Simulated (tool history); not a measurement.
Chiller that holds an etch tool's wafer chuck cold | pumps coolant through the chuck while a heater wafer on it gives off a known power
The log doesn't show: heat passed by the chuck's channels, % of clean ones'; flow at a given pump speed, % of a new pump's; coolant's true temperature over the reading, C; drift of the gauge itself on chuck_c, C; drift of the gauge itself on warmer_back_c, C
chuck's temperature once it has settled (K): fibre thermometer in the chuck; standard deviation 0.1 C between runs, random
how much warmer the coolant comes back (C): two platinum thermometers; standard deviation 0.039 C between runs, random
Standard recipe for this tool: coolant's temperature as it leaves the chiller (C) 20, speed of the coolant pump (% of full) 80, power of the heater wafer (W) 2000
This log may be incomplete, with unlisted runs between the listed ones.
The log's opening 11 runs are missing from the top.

| run | hour | coolant's temperature as it leaves the chiller (C) | speed of the coolant pump (% of full) | power of the heater wafer (W) | hours since the coolant was changed and the channels were flushed | hours since the pump was overhauled | hours since the chiller's thermometer was calibrated | chuck's temperature once it has settled (K) | how much warmer the coolant comes back (C) |
|---|---|---|---|---|---|---|---|---|---|
| 12 | 427.7 | 14 | 80 | 1167 | 7092 | 1814 | 4066 | 297.45 | 4.61 |
| 13 | 468.8 | 14 | 80 | 1167 | 7133 | 1855 | 4107 | 297.15 | 4.55 |
| 14 | 509.3 | 14 | 80 | 1167 | 7173 | 1896 | 4147 | 297.35 | 4.57 |
| 15 | 552.9 | 20 | 80 | 2000 | 7217 | 1939 | 4191 | 310.65 | 7.92 |
| 16 | 588.3 | 20 | 70 | 2000 | 7252 | 1975 | 4226 | 312.45 | 9.07 |
| 17 | 619.8 | 20 | 70 | 2000 | 7284 | 2006 | 4258 | 312.45 | 9.05 |
|  | 629.8 | chiller's thermometer calibrated |
| 18 | 668.7 | 20 | 93 | 2398 | 7332 | 2054 | 39 | 312.35 | 8.15 |
| 19 | 705.2 | 16 | 92 | 1555 | 7368 | 2091 | 75 | 301.45 | 5.29 |
| 20 | 748.0 | 16 | 88 | 1555 | 7411 | 2133 | 118 | 301.65 | 5.52 |
| 21 | 795.5 | 17 | 90 | 1196 | 7459 | 2181 | 166 | 299.65 | 4.07 |
| 22 | 822.4 | 20 | 79 | 2183 | 7485 | 2208 | 193 | 312.45 | 8.72 |
| 23 | 852.4 | 27 | 61 | 1631 | 7515 | 2238 | 223 | 317.35 | 8.38 |
| 24 | 903.1 | 14 | 86 | 2000 | 7566 | 2288 | 273 | 303.75 | 7.30 |
| 25 | 944.0 | 14 | 86 | 2000 | 7607 | 2329 | 314 | 303.85 | 7.24 |
| 26 | 969.6 | 20 | 70 | 2398 | 7633 | 2355 | 340 | 316.15 | 10.72 |
| 27 | 1016.1 | 17 | 92 | 2407 | 7679 | 2402 | 386 | 309.35 | 8.21 |
| 28 | 1043.6 | 14 | 92 | 1901 | 7707 | 2429 | 414 | 302.35 | 6.43 |
| 29 | 1087.5 | 22 | 92 | 1933 | 7751 | 2473 | 458 | 310.45 | 6.47 |
| 30 | 1137.2 | 22 | 92 | 1933 | 7800 | 2523 | 507 | 310.45 | 6.53 |
|  | 1164.1 | gauge calibrated |
| 31 | 1184.4 | 17 | 80 | 1060 | 7847 | 2570 | 555 | 299.25 | 4.32 |
| 32 | 1219.3 | 28 | 74 | 2572 | 7882 | 2605 | 589 | 324.95 | 11.16 |
| 33 | 1253.2 | 28 | 74 | 2572 | 7916 | 2639 | 623 | 324.85 | 11.18 |

3 options for the next run, each taken on its own from the tool as it stands now. Forecast them:
| A | 1291.0 | 12 | 80 | 2000 | 7954 | 2676 | 661 | ? | ? |
| B | 1291.0 | 11 | 74 | 2572 | 7954 | 2676 | 661 | ? | ? |
| C | 1291.0 | 10 | 97 | 2000 | 7954 | 2676 | 661 | ? | ? |

| run | chuck's temperature once it has settled (K) | how much warmer the coolant comes back (C) |
|---|---|---|
| A | 302.55 | 8.08 |
| B | 307.95 | 11.24 |
| C | 298.55 | 6.70 |
What these runs would have given with no unlogged condition in the tool:
| run | chuck's temperature once it has settled (K) | how much warmer the coolant comes back (C) |
|---|---|---|
| A | 302.55 | 8.11 |
| B | 307.95 | 11.27 |
| C | 298.45 | 6.74 |
